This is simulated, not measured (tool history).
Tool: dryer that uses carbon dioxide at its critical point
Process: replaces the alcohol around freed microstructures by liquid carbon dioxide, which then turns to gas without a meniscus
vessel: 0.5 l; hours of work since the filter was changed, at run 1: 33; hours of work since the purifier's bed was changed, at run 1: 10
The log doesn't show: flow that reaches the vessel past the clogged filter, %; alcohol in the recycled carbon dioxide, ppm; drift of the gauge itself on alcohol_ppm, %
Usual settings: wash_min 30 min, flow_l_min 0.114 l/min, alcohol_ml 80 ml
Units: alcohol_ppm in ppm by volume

run,hour,wash_min,flow_l_min,alcohol_ml,hours of work since the filter was changed,hours of work since the purifier's bed was changed,alcohol_ppm
1,0.0,30,0.114,80,33,10,357
2,15.3,30,0.114,80,37,15,369
3,25.5,30,0.114,80,40,18,369
4,34.1,30,0.169,80,43,21,27
5,46.8,21,0.114,80,47,24,2334
6,60.6,21,0.114,80,51,29,2257
7,79.6,21,0.114,80,57,34,2381
8,88.4,21,0.114,80,59,37,2433
9,101.9,30,0.114,80,63,41,397
10,121.3,30,0.114,46,69,47,242
11,135.1,30,0.114,80,73,51,428
12,150.4,30,0.114,80,78,56,435
13,165.7,30,0.114,80,83,60,453
14,175.7,30,0.114,80,86,63,448
15,193.3,30,0.114,80,91,68,455
16,205.7,30,0.114,80,95,72,458
17,225.0,30,0.114,80,100,78,485
18,237.0,23,0.114,80,104,82,1859
19,254.8,23,0.114,80,109,87,1897
20,273.8,31,0.114,80,115,93,440
21,283.4,31,0.114,80,118,95,442
22,301.9,31,0.114,80,123,101,450
23,317.9,41,0.114,80,128,106,75
24,337.8,30,0.114,115,134,112,796
25,357.0,30,0.114,115,140,118,829
26,375.5,30,0.151,53,146,123,75
27,394.0,30,0.151,80,151,129,117
28,406.9,30,0.151,80,155,133,133
29,421.7,35,0.071,35,159,137,1142
30,437.8,35,0.071,35,164,142,1173
31,454.4,30,0.083,46,169,147,1617
32,464.6,30,0.138,80,172,150,219
33,484.7,30,0.166,27,178,156,34
34,497.9,30,0.166,27,182,160,30
35,517.6,30,0.166,27,188,166,46
36,536.3,44,0.154,71,194,171,17
37,550.3,44,0.154,71,198,176,15
38,563.1,44,0.154,71,202,180,23
39,582.0,37,0.114,39,208,185,129
# hour 591.6: inlet filter changed
40,599.2,37,0.114,39,2,190,50
41,608.7,23,0.183,39,5,193,48
42,621.3,26,0.183,72,9,197,51
43,635.9,26,0.183,72,13,201,47
44,645.0,26,0.183,72,16,204,46
45,656.3,26,0.183,33,19,207,36
46,670.6,37,0.087,49,24,212,293

5 ways to go on from here, each from the tool as it stands after run 46. What would each give?
A,682.9,29,0.149,80,27,215,?
B,682.9,37,0.087,25,27,215,?
C,682.9,26,0.087,39,27,215,?
D,682.9,32,0.114,81,27,215,?
E,682.9,30,0.163,53,27,215,?

run,alcohol_ppm
A,88
B,160
C,1275
D,243
E,38
Without the tool's hidden state the same runs would have given:
run,alcohol_ppm
A,62
B,127
C,1152
D,198
E,19
